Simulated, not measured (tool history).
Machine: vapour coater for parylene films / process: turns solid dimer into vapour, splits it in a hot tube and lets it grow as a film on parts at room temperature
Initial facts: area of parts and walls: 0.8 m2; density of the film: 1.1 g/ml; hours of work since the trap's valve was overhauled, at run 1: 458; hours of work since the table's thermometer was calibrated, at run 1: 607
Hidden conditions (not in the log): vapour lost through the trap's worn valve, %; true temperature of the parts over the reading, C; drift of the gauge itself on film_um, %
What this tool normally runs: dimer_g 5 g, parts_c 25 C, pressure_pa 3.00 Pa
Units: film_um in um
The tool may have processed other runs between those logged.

run	hour	dimer_g	parts_c	pressure_pa	hours of work since the trap's valve was overhauled	hours of work since the table's thermometer was calibrated	film_um
1	0.0	5	25	3.00	458	607	4.00
2	20.3	2	25	3.00	476	626	1.61
3	40.3	2	25	3.00	494	644	1.61
4	60.9	2	25	3.00	512	662	1.60
5	78.0	2	25	3.37	528	677	1.54
6	90.5	2	25	3.37	539	689	1.57
7	112.1	5	25	3.00	558	708	3.91
8	130.0	5	25	3.00	574	724	3.87
9	139.9	5	33	3.00	583	733	3.26
10	156.5	5	33	3.00	598	748	3.24
11	166.6	5	33	3.00	607	757	3.33
12	180.0	5	33	3.00	619	769	3.26
13	190.7	5	25	3.00	629	778	3.88
14	200.7	5	25	3.00	638	787	3.88
# hour 218.5: trap's valve overhauled
15	219.9	5	18	3.00	1	801	4.90
16	230.6	5	18	3.00	11	811	4.82
17	248.2	5	18	3.00	27	826	4.96
18	259.9	5	18	3.00	37	837	4.81
19	281.6	5	18	3.00	57	856	4.87
20	295.3	5	27	3.00	69	868	4.10
21	305.7	5	27	3.00	78	878	4.05
22	319.9	5	27	3.00	91	891	3.99
23	329.4	5	27	3.00	99	899	4.07
24	343.1	5	27	3.00	112	911	4.01
25	362.1	5	25	3.00	129	928	4.15
26	371.4	5	25	3.00	137	937	4.12
27	380.8	4	33	11.44	145	945	2.31
28	393.8	4	33	11.44	157	957	2.28
29	408.8	5	26	3.74	170	970	3.91
30	422.4	3	26	3.00	183	982	2.44
31	436.5	3	26	3.00	195	995	2.39
32	455.7	3	26	3.00	213	1012	2.42
33	477.6	3	25	6.05	232	1032	2.22
34	489.8	8	25	2.28	243	1043	6.79
35	500.5	8	21	2.28	253	1052	7.49
36	522.3	3	22	3.00	272	1072	2.65
37	536.4	3	22	3.00	285	1085	2.66
38	547.8	3	25	5.05	295	1095	2.25
39	557.0	7	27	5.05	303	1103	5.02
40	568.4	8	25	3.75	313	1113	6.32
41	584.9	2	25	5.95	328	1128	1.45
42	604.8	2	19	5.95	346	1146	1.68
43	613.9	4	17	5.53	354	1154	3.61
44	626.2	5	20	8.49	365	1165	3.87
45	642.0	3	31	8.49	379	1179	1.83
46	651.3	5	31	4.50	388	1187	3.37

Forecast each of these 5 alternatives for the next run:
A	666.7	5	36	4.50	402	1201	?
B	666.7	3	17	3.39	402	1201	?
C	666.7	2	28	8.01	402	1201	?
D	666.7	4	18	9.35	402	1201	?
E	666.7	5	25	11.28	402	1201	?

run	film_um
A	2.96
B	2.79
C	1.27
D	3.18
E	3.27
What these runs would have given with no unlogged condition in the tool:
run	film_um
A	3.10
B	2.91
C	1.33
D	3.32
E	3.42
